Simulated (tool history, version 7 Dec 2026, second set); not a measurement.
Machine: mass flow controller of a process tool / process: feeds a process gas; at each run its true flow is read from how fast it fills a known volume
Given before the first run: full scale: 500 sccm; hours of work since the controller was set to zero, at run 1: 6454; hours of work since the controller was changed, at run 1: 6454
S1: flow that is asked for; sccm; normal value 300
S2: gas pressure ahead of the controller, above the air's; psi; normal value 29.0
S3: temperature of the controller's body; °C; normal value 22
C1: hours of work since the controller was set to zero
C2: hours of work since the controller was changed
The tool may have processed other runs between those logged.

{"run": 1, "hour": 0.0, "S1": 300, "S2": 29.0, "S3": 22, "C1": 6454, "C2": 6454, "true flow (%)": 103.23}
{"hour": 222.2, "done": "controller's zero set anew"}
{"run": 2, "hour": 275.4, "S1": 300, "S2": 29.0, "S3": 22, "C1": 34, "C2": 6630, "true flow (%)": 104.61}
{"run": 3, "hour": 552.7, "S1": 247, "S2": 29.0, "S3": 22, "C1": 212, "C2": 6808, "true flow (%)": 105.5}
{"run": 4, "hour": 766.6, "S1": 247, "S2": 29.0, "S3": 22, "C1": 349, "C2": 6945, "true flow (%)": 105.41}
{"run": 5, "hour": 1059.0, "S1": 247, "S2": 29.0, "S3": 22, "C1": 536, "C2": 7132, "true flow (%)": 105.72}
{"hour": 1098.4, "done": "controller's zero set anew, once more"}
{"run": 6, "hour": 1184.8, "S1": 247, "S2": 29.0, "S3": 22, "C1": 55, "C2": 7212, "true flow (%)": 101.26}
{"run": 7, "hour": 1418.5, "S1": 247, "S2": 29.0, "S3": 22, "C1": 205, "C2": 7362, "true flow (%)": 101.4}
{"run": 8, "hour": 1570.3, "S1": 300, "S2": 24.9, "S3": 22, "C1": 302, "C2": 7459, "true flow (%)": 101.36}
{"hour": 1671.7, "done": "controller exchanged for a calibrated one"}
{"run": 9, "hour": 1764.6, "S1": 300, "S2": 29.0, "S3": 31, "C1": 59, "C2": 59, "true flow (%)": 100.45}
{"run": 10, "hour": 2041.1, "S1": 300, "S2": 29.0, "S3": 22, "C1": 237, "C2": 237, "true flow (%)": 99.88}
{"run": 11, "hour": 2189.1, "S1": 300, "S2": 29.0, "S3": 22, "C1": 331, "C2": 331, "true flow (%)": 99.87}
{"run": 12, "hour": 2420.7, "S1": 300, "S2": 29.0, "S3": 22, "C1": 480, "C2": 480, "true flow (%)": 99.77}
{"run": 13, "hour": 2656.6, "S1": 300, "S2": 29.0, "S3": 22, "C1": 631, "C2": 631, "true flow (%)": 100.21}
{"run": 14, "hour": 2886.5, "S1": 300, "S2": 29.0, "S3": 22, "C1": 778, "C2": 778, "true flow (%)": 100.12}
{"run": 15, "hour": 3155.1, "S1": 300, "S2": 29.0, "S3": 22, "C1": 950, "C2": 950, "true flow (%)": 100.28}
{"run": 16, "hour": 3372.4, "S1": 300, "S2": 29.0, "S3": 22, "C1": 1089, "C2": 1089, "true flow (%)": 100.31}
{"run": 17, "hour": 3640.6, "S1": 138, "S2": 29.0, "S3": 22, "C1": 1261, "C2": 1261, "true flow (%)": 100.89}
{"run": 18, "hour": 3782.4, "S1": 300, "S2": 29.0, "S3": 22, "C1": 1352, "C2": 1352, "true flow (%)": 100.51}
{"run": 19, "hour": 4010.9, "S1": 300, "S2": 29.0, "S3": 22, "C1": 1498, "C2": 1498, "true flow (%)": 100.7}
{"run": 20, "hour": 4146.8, "S1": 300, "S2": 29.0, "S3": 39, "C1": 1585, "C2": 1585, "true flow (%)": 102.24}
{"run": 21, "hour": 4374.4, "S1": 300, "S2": 29.0, "S3": 22, "C1": 1731, "C2": 1731, "true flow (%)": 100.95}
{"run": 22, "hour": 4512.9, "S1": 300, "S2": 29.0, "S3": 22, "C1": 1820, "C2": 1820, "true flow (%)": 100.79}
{"run": 23, "hour": 4795.1, "S1": 300, "S2": 26.3, "S3": 22, "C1": 2001, "C2": 2001, "true flow (%)": 100.73}
{"run": 24, "hour": 5076.1, "S1": 116, "S2": 22.8, "S3": 22, "C1": 2180, "C2": 2180, "true flow (%)": 101.64}
{"run": 25, "hour": 5219.9, "S1": 95, "S2": 38.6, "S3": 23, "C1": 2273, "C2": 2273, "true flow (%)": 103.06}
{"run": 26, "hour": 5395.6, "S1": 306, "S2": 29.0, "S3": 22, "C1": 2385, "C2": 2385, "true flow (%)": 101.15}
{"run": 27, "hour": 5560.9, "S1": 306, "S2": 29.0, "S3": 22, "C1": 2491, "C2": 2491, "true flow (%)": 101.09}
{"run": 28, "hour": 5797.8, "S1": 160, "S2": 23.5, "S3": 22, "C1": 2643, "C2": 2643, "true flow (%)": 101.67}
{"run": 29, "hour": 6100.1, "S1": 160, "S2": 23.5, "S3": 22, "C1": 2836, "C2": 2836, "true flow (%)": 101.8}
{"run": 30, "hour": 6224.8, "S1": 194, "S2": 23.5, "S3": 36, "C1": 2916, "C2": 2916, "true flow (%)": 102.71}
{"run": 31, "hour": 6498.4, "S1": 194, "S2": 23.5, "S3": 37, "C1": 3091, "C2": 3091, "true flow (%)": 103.04}
{"run": 32, "hour": 6753.6, "S1": 194, "S2": 23.5, "S3": 37, "C1": 3255, "C2": 3255, "true flow (%)": 103.06}
{"run": 33, "hour": 7008.8, "S1": 194, "S2": 23.5, "S3": 37, "C1": 3418, "C2": 3418, "true flow (%)": 103.13}
{"run": 34, "hour": 7312.9, "S1": 201, "S2": 25.8, "S3": 38, "C1": 3613, "C2": 3613, "true flow (%)": 103.41}
{"run": 35, "hour": 7487.1, "S1": 201, "S2": 34.7, "S3": 27, "C1": 3725, "C2": 3725, "true flow (%)": 103.08}
{"run": 36, "hour": 7618.4, "S1": 102, "S2": 28.9, "S3": 37, "C1": 3809, "C2": 3809, "true flow (%)": 105.47}
{"run": 37, "hour": 7882.2, "S1": 270, "S2": 23.2, "S3": 37, "C1": 3978, "C2": 3978, "true flow (%)": 103.16}
{"run": 38, "hour": 8075.1, "S1": 132, "S2": 27.7, "S3": 33, "C1": 4101, "C2": 4101, "true flow (%)": 104.36}
{"run": 39, "hour": 8324.4, "S1": 318, "S2": 27.7, "S3": 35, "C1": 4261, "C2": 4261, "true flow (%)": 103.11}
{"run": 40, "hour": 8581.0, "S1": 104, "S2": 40.0, "S3": 22, "C1": 4425, "C2": 4425, "true flow (%)": 105.37}
{"run": 41, "hour": 8864.3, "S1": 70, "S2": 32.1, "S3": 32, "C1": 4607, "C2": 4607, "true flow (%)": 108.11}
{"run": 42, "hour": 9001.6, "S1": 367, "S2": 30.3, "S3": 22, "C1": 4695, "C2": 4695, "true flow (%)": 102.22}
{"run": 43, "hour": 9304.9, "S1": 60, "S2": 32.9, "S3": 36, "C1": 4889, "C2": 4889, "true flow (%)": 110.07}

Each row is a separate what-if for the run after 43, all from the same tool condition, not one after another. Results?
{"run": "A", "hour": 9503.7, "S1": 92, "S2": 29.0, "S3": 22, "C1": 5016, "C2": 5016, "true flow (%)": "?"}
{"run": "B", "hour": 9503.7, "S1": 60, "S2": 28.7, "S3": 39, "C1": 5016, "C2": 5016, "true flow (%)": "?"}
{"run": "C", "hour": 9503.7, "S1": 392, "S2": 29.0, "S3": 29, "C1": 5016, "C2": 5016, "true flow (%)": "?"}
{"run": "D", "hour": 9503.7, "S1": 116, "S2": 21.2, "S3": 36, "C1": 5016, "C2": 5016, "true flow (%)": "?"}

run=A true_flow_(%)=106.04
run=B true_flow_(%)=110.40
run=C true_flow_(%)=102.96
run=D true_flow_(%)=105.94
Without the tool's hidden state the same runs would have given:
run=A true_flow_(%)=99.27
run=B true_flow_(%)=100.75
run=C true_flow_(%)=100.31
run=D true_flow_(%)=100.28

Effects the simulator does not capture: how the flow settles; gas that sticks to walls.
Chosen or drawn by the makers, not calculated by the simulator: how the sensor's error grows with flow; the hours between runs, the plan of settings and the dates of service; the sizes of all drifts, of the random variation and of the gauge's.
